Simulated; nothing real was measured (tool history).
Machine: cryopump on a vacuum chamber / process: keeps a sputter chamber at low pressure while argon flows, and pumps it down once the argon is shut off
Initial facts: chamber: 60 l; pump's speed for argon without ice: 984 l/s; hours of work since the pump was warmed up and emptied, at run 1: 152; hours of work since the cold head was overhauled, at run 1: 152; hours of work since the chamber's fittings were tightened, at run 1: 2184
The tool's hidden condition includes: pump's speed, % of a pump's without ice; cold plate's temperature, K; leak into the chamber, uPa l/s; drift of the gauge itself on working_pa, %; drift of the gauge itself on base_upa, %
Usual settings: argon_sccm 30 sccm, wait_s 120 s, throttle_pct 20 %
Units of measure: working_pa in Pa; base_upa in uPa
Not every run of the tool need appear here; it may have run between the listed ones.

run    day  argon_sccm  wait_s  throttle_pct  hours of work since the pump was warmed up and emptied  hours of work since the cold head was overhauled  hours of work since the chamber's fittings were tightened  working_pa  base_upa
  1  0.000          30     120            20                                                     152                                               152                                                       2184      0.2618      2.70
  2  0.638          30     120            20                                                     160                                               160                                                       2191      0.2636      2.65
  3  1.250          30     120            20                                                     167                                               167                                                       2198      0.2621      2.58
  4  1.567          12     120            20                                                     171                                               171                                                       2202      0.1049      2.62
  5  1.946          12     120            20                                                     175                                               175                                                       2206      0.1054      2.70
  6  2.371          30     120            20                                                     180                                               180                                                       2211      0.2632      2.66
  7  2.808          30     120            20                                                     185                                               185                                                       2216      0.2651      2.70
  8  3.112          30     120            20                                                     188                                               188                                                       2220      0.2630      2.74
  9  3.704          30     120            20                                                     195                                               195                                                       2227      0.2631      2.73
 10  4.012          19     266            45                                                     199                                               199                                                       2230      0.0772      2.16
 11  4.354          19     266            45                                                     203                                               203                                                       2234      0.0764      2.10
 12  4.800          53      54            17                                                     208                                               208                                                       2239      0.5461      4.11
 13  5.092          53      54            17                                                     211                                               211                                                       2243      0.5500      4.00
 14  5.467          53      54            17                                                     216                                               216                                                       2247      0.5480      4.07
 15  5.958          53      54            17                                                     221                                               221                                                       2253      0.5504      4.06
 16  6.504          18     236            30                                                     228                                               228                                                       2259      0.1080      2.22
 17  6.925          28     271            20                                                     232                                               232                                                       2264      0.2465      2.15
 18  7.529          30      26            20                                                     239                                               239                                                       2271      0.2673      6.81

Table of differences, measured result less the result of that run with no hidden state. Run-to-run variation is the same in both. Gauge scatter possibly is not:
run  working_pa  base_upa
  1     +0.0049     +1.24
  2     +0.0052     +1.22
  3     +0.0054     +1.18
  4     +0.0022     +1.22
  5     +0.0022     +1.25
  6     +0.0058     +1.24
  7     +0.0060     +1.25
  8     +0.0061     +1.27
  9     +0.0063     +1.28
 10     +0.0040     +1.29
 11     +0.0041     +1.31
 12     +0.0118     +1.30
 13     +0.0121     +1.27
 14     +0.0123     +1.29
 15     +0.0127     +1.30
 16     +0.0044     +1.32
 17     +0.0070     +1.35
 18     +0.0078     +1.34

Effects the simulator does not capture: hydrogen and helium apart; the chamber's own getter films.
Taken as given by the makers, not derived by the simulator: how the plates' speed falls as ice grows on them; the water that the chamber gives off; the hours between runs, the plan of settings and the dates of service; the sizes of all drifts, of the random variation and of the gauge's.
